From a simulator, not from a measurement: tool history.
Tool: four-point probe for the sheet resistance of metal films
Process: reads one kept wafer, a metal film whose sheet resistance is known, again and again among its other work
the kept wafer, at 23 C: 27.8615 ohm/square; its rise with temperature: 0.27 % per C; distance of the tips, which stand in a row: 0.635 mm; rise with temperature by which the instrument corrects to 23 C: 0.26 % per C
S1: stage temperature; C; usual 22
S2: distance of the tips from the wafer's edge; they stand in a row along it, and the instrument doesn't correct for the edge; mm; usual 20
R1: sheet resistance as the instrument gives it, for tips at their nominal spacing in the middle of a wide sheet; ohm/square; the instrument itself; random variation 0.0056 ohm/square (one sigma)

run 1 hour=0 | S1=22 S2=20 | R1=27.872868
run 2 hour=65.2 | S1=22 S2=36 | R1=27.865069
run 3 hour=162.7 | S1=22 S2=36 | R1=27.863301
run 4 hour=238.8 | S1=22 S2=20 | R1=27.873023
run 5 hour=332.6 | S1=22 S2=20 | R1=27.877542
run 6 hour=441 | S1=19 S2=20 | R1=27.862264
run 7 hour=534.9 | S1=35 S2=20 | R1=27.913585
run 8 hour=586.9 | S1=31 S2=20 | R1=27.898742
run 9 hour=700.6 | S1=28 S2=20 | R1=27.895871
run 10 hour=772.7 | S1=28 S2=20 | R1=27.891648
run 11 hour=869.3 | S1=22 S2=9 | R1=27.935949
-- hour=881.5 stage's thermometer calibrated
run 12 hour=942 | S1=22 S2=9 | R1=27.933422
run 13 hour=1061.4 | S1=22 S2=20 | R1=27.870753
run 14 hour=1174.9 | S1=22 S2=20 | R1=27.876668
run 15 hour=1272.9 | S1=22 S2=20 | R1=27.86994
run 16 hour=1342.6 | S1=33 S2=7 | R1=28.001364
run 17 hour=1467.2 | S1=19 S2=65 | R1=27.846565
run 18 hour=1558.8 | S1=19 S2=65 | R1=27.853968
run 19 hour=1609.5 | S1=22 S2=20 | R1=27.879411
run 20 hour=1698 | S1=27 S2=3 | R1=28.526252
run 21 hour=1789.3 | S1=19 S2=11 | R1=27.906513
run 22 hour=1866.2 | S1=34 S2=12 | R1=27.932197
run 23 hour=1960.2 | S1=32 S2=44 | R1=27.882749
run 24 hour=2041.1 | S1=32 S2=44 | R1=27.891732
run 25 hour=2154.7 | S1=23 S2=33 | R1=27.860289
run 26 hour=2274.7 | S1=26 S2=20 | R1=27.877439
run 27 hour=2339.6 | S1=21 S2=4 | R1=28.23285
run 28 hour=2390.8 | S1=31 S2=10 | R1=27.940816

Forecast each of these 3 alternatives for the next run:
run A hour=2497.6 | S1=32 S2=10 | R1=?
run B hour=2497.6 | S1=21 S2=20 | R1=?
run C hour=2497.6 | S1=22 S2=26 | R1=?

run=A R1=27.941154
run=B R1=27.880089
run=C R1=27.872095
Without the tool's hidden state the same runs would have given:
run=A R1=27.941876
run=B R1=27.880806
run=C R1=27.872812
